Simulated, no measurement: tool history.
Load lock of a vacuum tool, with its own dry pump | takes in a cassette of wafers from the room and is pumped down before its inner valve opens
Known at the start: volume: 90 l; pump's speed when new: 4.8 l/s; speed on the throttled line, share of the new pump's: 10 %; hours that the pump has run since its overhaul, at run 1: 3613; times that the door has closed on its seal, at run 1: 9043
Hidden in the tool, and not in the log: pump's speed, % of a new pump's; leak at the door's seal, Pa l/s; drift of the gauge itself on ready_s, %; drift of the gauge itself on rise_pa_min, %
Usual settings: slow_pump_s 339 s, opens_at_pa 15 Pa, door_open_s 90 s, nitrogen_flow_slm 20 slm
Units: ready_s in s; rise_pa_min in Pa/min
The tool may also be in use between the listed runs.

run	hour	slow_pump_s	opens_at_pa	door_open_s	nitrogen_flow_slm	hours that the pump has run since its overhaul	times that the door has closed on its seal	incoming humidity of the room's air, %	ready_s	rise_pa_min
1	0	339	15	90	20	3613	9043	44.6	474.7	0.054
2	146.4	339	15	90	15	3760	9694	45.4	475.3	0.059
3	286.3	339	15	90	15	3900	10316	45.5	475	0.061
4	400.2	339	15	32	20	4013	10822	46.6	474.3	0.037
5	502.8	339	15	32	20	4116	11279	46.7	474	0.035
6	644.7	339	15	32	26	4258	11910	48.4	476.3	0.03
7	763.4	339	15	90	20	4377	12437	44.7	475.1	0.053
8	862.4	339	15	90	20	4476	12877	42.2	475.6	0.056
9	1020.8	339	15	90	4	4634	13582	46.9	477.8	0.078
10	1175.9	339	15	90	4	4789	14271	45.2	475.9	0.077
11	1353.2	339	15	90	4	4966	15059	43.6	476.9	0.082
12	1538.6	339	15	90	20	5152	15884	47.3	477	0.063
13	1667.3	339	15	90	20	5281	16456	44.9	478.9	0.059
14	1821	339	15	90	20	5434	17139	45.3	479.4	0.064
15	1937.3	339	15	90	20	5550	17656	43.5	478.3	0.063
16	2032.1	339	15	90	20	5645	18078	45.8	475.9	0.069
17	2170	339	15	90	20	5783	18691	43.2	477.6	0.063
18	2371	321	15	90	20	5984	19585	45.3	462.2	0.07
19	2485.8	321	15	54	20	6099	20095	44.7	461	0.064
20	2687	377	25	69	20	6300	20990	47.9	501.8	0.065
21	2880.7	224	15	90	20	6494	21851	48.5	374.1	0.078
22	3069.8	319	15	26	9	6683	22691	45	460.1	0.053
23	3244.8	613	15	57	33	6858	23470	48.5	723.9	0.061
24	3430.5	613	15	110	9	7044	24295	47.6	723.4	0.095
25	3512.4	254	15	49	9	7126	24659	42.8	401.8	0.073
26	3696.1	399	15	56	19	7309	25476	49.7	534.1	0.073
27	3880.2	339	15	90	12	7493	26295	46.8	480.5	0.087
28	4000.9	261	25	122	22	7614	26831	42.6	398.1	0.087
29	4179.2	201	25	122	17	7792	27624	46.6	345	0.101
30	4271.2	201	25	122	17	7884	28033	48.4	346.7	0.101
31	4442.5	534	15	164	20	8056	28795	46.8	657.2	0.109
32	4595.1	534	15	164	20	8208	29473	46	656.6	0.108
33	4756.5	545	15	90	20	8370	30190	38.3	664.1	0.086
34	4949.6	545	26	90	20	8563	31049	42.3	651.5	0.096
35	5087.6	378	25	90	6	8701	31663	43.9	504.4	0.11
36	5219.4	522	25	90	6	8833	32248	46.8	634.1	0.11

The same runs without the tool's hidden state, with the same run-to-run variation:
run	ready_s	rise_pa_min
1	471.1	0.044
2	471.5	0.048
3	471.1	0.049
4	470.2	0.025
5	469.8	0.022
6	471.9	0.016
7	470.6	0.039
8	471	0.041
9	473	0.062
10	470.9	0.06
11	471.7	0.063
12	471.7	0.042
13	473.4	0.038
14	473.7	0.041
15	472.4	0.04
16	470	0.045
17	471.6	0.038
18	455.8	0.044
19	454.1	0.036
20	495.8	0.035
21	366.7	0.047
22	452.9	0.021
23	718.1	0.027
24	717.3	0.059
25	393.7	0.036
26	526.2	0.034
27	472.4	0.046
28	390.1	0.046
29	336.3	0.057
30	338	0.057
31	649.7	0.063
32	648.9	0.061
33	656.3	0.037
34	644.3	0.045
35	495.5	0.057
36	626.5	0.056

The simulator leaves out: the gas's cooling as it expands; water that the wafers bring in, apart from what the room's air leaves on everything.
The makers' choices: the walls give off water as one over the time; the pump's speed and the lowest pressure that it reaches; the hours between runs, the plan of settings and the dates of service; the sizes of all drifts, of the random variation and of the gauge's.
